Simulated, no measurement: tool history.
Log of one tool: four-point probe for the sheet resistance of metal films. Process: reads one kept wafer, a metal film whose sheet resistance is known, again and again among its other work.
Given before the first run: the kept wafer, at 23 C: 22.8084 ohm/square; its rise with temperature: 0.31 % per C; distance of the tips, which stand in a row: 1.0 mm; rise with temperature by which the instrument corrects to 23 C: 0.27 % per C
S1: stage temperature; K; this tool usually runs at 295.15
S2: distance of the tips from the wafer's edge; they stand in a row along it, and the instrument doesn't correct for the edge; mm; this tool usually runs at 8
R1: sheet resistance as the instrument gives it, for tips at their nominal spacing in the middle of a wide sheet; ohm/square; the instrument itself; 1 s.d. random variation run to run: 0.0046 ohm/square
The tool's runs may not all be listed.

{"run": 1, "hour": 0.0, "S1": 295.15, "S2": 8, "R1": 23.024443}
{"run": 2, "hour": 17.2, "S1": 295.15, "S2": 8, "R1": 23.029236}
{"run": 3, "hour": 27.1, "S1": 295.15, "S2": 8, "R1": 23.02114}
{"run": 4, "hour": 46.4, "S1": 297.15, "S2": 8, "R1": 23.060313}
{"run": 5, "hour": 58.0, "S1": 297.15, "S2": 8, "R1": 23.070785}
{"run": 6, "hour": 70.1, "S1": 295.15, "S2": 8, "R1": 23.051075}
{"run": 7, "hour": 88.9, "S1": 295.15, "S2": 34, "R1": 22.867681}
{"run": 8, "hour": 98.2, "S1": 295.15, "S2": 34, "R1": 22.870145}
{"run": 9, "hour": 113.3, "S1": 295.15, "S2": 34, "R1": 22.867066}
{"run": 10, "hour": 130.7, "S1": 295.15, "S2": 8, "R1": 23.046379}
{"run": 11, "hour": 146.4, "S1": 295.15, "S2": 3, "R1": 24.149649}
{"run": 12, "hour": 159.2, "S1": 295.15, "S2": 3, "R1": 24.056003}
{"run": 13, "hour": 169.3, "S1": 295.15, "S2": 3, "R1": 24.059893}
{"run": 14, "hour": 191.2, "S1": 295.15, "S2": 3, "R1": 24.072618}
{"run": 15, "hour": 200.8, "S1": 295.15, "S2": 3, "R1": 24.061974}
{"run": 16, "hour": 218.6, "S1": 295.15, "S2": 8, "R1": 22.972379}
{"run": 17, "hour": 232.1, "S1": 295.15, "S2": 37, "R1": 22.794593}
{"run": 18, "hour": 254.7, "S1": 295.15, "S2": 37, "R1": 22.790445}
{"run": 19, "hour": 272.5, "S1": 295.15, "S2": 37, "R1": 22.795816}
{"run": 20, "hour": 292.3, "S1": 295.15, "S2": 37, "R1": 22.790564}
{"run": 21, "hour": 305.7, "S1": 295.15, "S2": 8, "R1": 22.970548}
{"run": 22, "hour": 325.5, "S1": 293.15, "S2": 8, "R1": 22.947886}
{"run": 23, "hour": 344.3, "S1": 295.15, "S2": 8, "R1": 22.979751}
{"run": 24, "hour": 362.8, "S1": 295.15, "S2": 8, "R1": 22.986505}
{"run": 25, "hour": 376.3, "S1": 295.15, "S2": 23, "R1": 22.804411}
{"run": 26, "hour": 395.4, "S1": 295.15, "S2": 23, "R1": 22.808229}
{"run": 27, "hour": 405.8, "S1": 297.15, "S2": 4, "R1": 23.549313}
{"run": 28, "hour": 426.4, "S1": 293.15, "S2": 15, "R1": 22.816351}
{"run": 29, "hour": 439.1, "S1": 297.15, "S2": 33, "R1": 22.817652}
{"run": 30, "hour": 457.4, "S1": 304.15, "S2": 48, "R1": 22.882589}
{"run": 31, "hour": 475.0, "S1": 304.15, "S2": 48, "R1": 22.877612}
{"run": 32, "hour": 485.0, "S1": 292.15, "S2": 20, "R1": 22.794488}
{"run": 33, "hour": 497.2, "S1": 296.15, "S2": 62, "R1": 22.801267}
{"run": 34, "hour": 506.5, "S1": 296.15, "S2": 62, "R1": 22.797011}
{"run": 35, "hour": 525.9, "S1": 296.15, "S2": 11, "R1": 22.897521}
{"run": 36, "hour": 544.4, "S1": 294.15, "S2": 40, "R1": 22.796938}
{"run": 37, "hour": 556.5, "S1": 295.15, "S2": 16, "R1": 22.834336}
{"run": 38, "hour": 577.9, "S1": 295.15, "S2": 16, "R1": 22.835244}
{"run": 39, "hour": 588.1, "S1": 299.15, "S2": 19, "R1": 22.859275}
{"run": 40, "hour": 603.7, "S1": 300.15, "S2": 37, "R1": 22.845163}
{"run": 41, "hour": 619.8, "S1": 295.15, "S2": 14, "R1": 22.858347}
{"run": 42, "hour": 642.1, "S1": 295.15, "S2": 6, "R1": 23.131891}
{"run": 43, "hour": 661.2, "S1": 293.15, "S2": 40, "R1": 22.787836}
{"run": 44, "hour": 677.9, "S1": 299.15, "S2": 57, "R1": 22.84333}
{"run": 45, "hour": 692.9, "S1": 295.15, "S2": 12, "R1": 22.873243}
{"run": 46, "hour": 711.6, "S1": 295.15, "S2": 12, "R1": 22.873741}

Withheld: 2 entries from between the runs. Position of each, and hidden state at the listed run before versus the listed run after:
Logged between run 3 and run 4: stage's thermometer calibrated (hour 44.2)
  inner tips' distance over the nominal, %: -0.094 -> -0.092; wafer's true temperature over the reading, C: 0.79 -> 1.11
  measured value less the no-hidden-state value, R1: +0.032972 -> +0.054923 ohm/square
Logged between run 11 and run 12: stage's thermometer calibrated, once more (hour 148.7)
  inner tips' distance over the nominal, %: -0.086 -> -0.085; wafer's true temperature over the reading, C: 1.13 -> 0
  measured value less the no-hidden-state value, R1: +0.061606 -> -0.021760 ohm/square
